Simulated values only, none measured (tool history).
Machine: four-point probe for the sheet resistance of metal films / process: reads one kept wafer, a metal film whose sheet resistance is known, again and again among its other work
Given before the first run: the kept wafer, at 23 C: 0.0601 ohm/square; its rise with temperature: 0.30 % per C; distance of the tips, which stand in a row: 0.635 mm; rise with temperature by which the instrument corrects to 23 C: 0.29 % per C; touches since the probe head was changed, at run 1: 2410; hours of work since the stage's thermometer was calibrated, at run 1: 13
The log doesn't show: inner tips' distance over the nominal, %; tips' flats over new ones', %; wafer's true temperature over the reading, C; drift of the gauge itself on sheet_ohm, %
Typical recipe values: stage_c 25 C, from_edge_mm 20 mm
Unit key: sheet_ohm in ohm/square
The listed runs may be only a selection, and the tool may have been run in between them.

run	hour	stage_c	from_edge_mm	touches since the probe head was changed	hours of work since the stage's thermometer was calibrated	sheet_ohm
1	0.0	25	20	2410	13	0.060064
2	8.1	25	20	2539	18	0.060041
3	15.0	25	20	2648	22	0.060065
4	26.0	25	20	2822	29	0.060047
5	36.0	25	64	2981	36	0.060023
6	52.2	25	64	3237	46	0.060003
7	63.9	20	64	3423	53	0.059979
8	73.0	20	64	3567	59	0.059998
9	85.6	25	20	3767	67	0.060051
10	100.9	25	7	4010	77	0.060281
11	116.7	25	5	4260	87	0.060534
12	130.2	25	15	4475	96	0.060048
13	143.2	25	13	4680	104	0.060080
14	158.7	25	13	4926	114	0.060076
15	174.3	25	23	5174	124	0.060035
16	184.1	19	23	5329	130	0.059987
17	195.3	19	23	5507	137	0.059974
18	205.9	19	23	5676	144	0.060003
19	218.6	19	23	5877	152	0.059972
20	230.7	19	23	6069	160	0.059982
21	239.8	19	23	6213	166	0.059989
22	250.4	19	23	6380	172	0.059994
23	266.4	19	23	6635	183	0.059989
24	280.0	27	6	6849	191	0.060359
25	292.4	27	21	7046	199	0.060011
26	301.6	27	6	7192	205	0.060350
27	317.5	25	52	7445	215	0.059976
28	331.6	25	52	7668	224	0.059978
29	348.1	25	52	7930	235	0.059982
30	358.5	30	66	8095	242	0.059984
31	370.5	20	5	8285	249	0.060463
32	382.0	20	5	8467	257	0.060457
33	390.2	19	20	8598	262	0.059986
34	402.2	19	20	8787	269	0.059978
35	416.1	19	20	9009	278	0.059980
36	432.4	18	5	9266	289	0.060449
37	445.8	18	5	9478	297	0.060458
38	461.4	18	5	9726	307	0.060438
39	475.7	18	5	9953	316	0.060437
40	485.2	29	24	10103	322	0.060025
41	495.3	21	12	10264	329	0.060031
42	503.4	20	3	10392	334	0.061349
43	516.9	20	3	10606	343	0.061347
44	532.0	29	20	10846	352	0.060009

Branching from run 44: 3 alternative next runs. What would each branch give?
A	546.0	30	3	11067	361	?
B	546.0	29	20	11067	361	?
C	546.0	33	20	11067	361	?

run	sheet_ohm
A	0.061404
B	0.060001
C	0.060004
Take away the tool's hidden state, keep each run's random variation, and the runs would have read:
run	sheet_ohm
A	0.061556
B	0.060150
C	0.060153
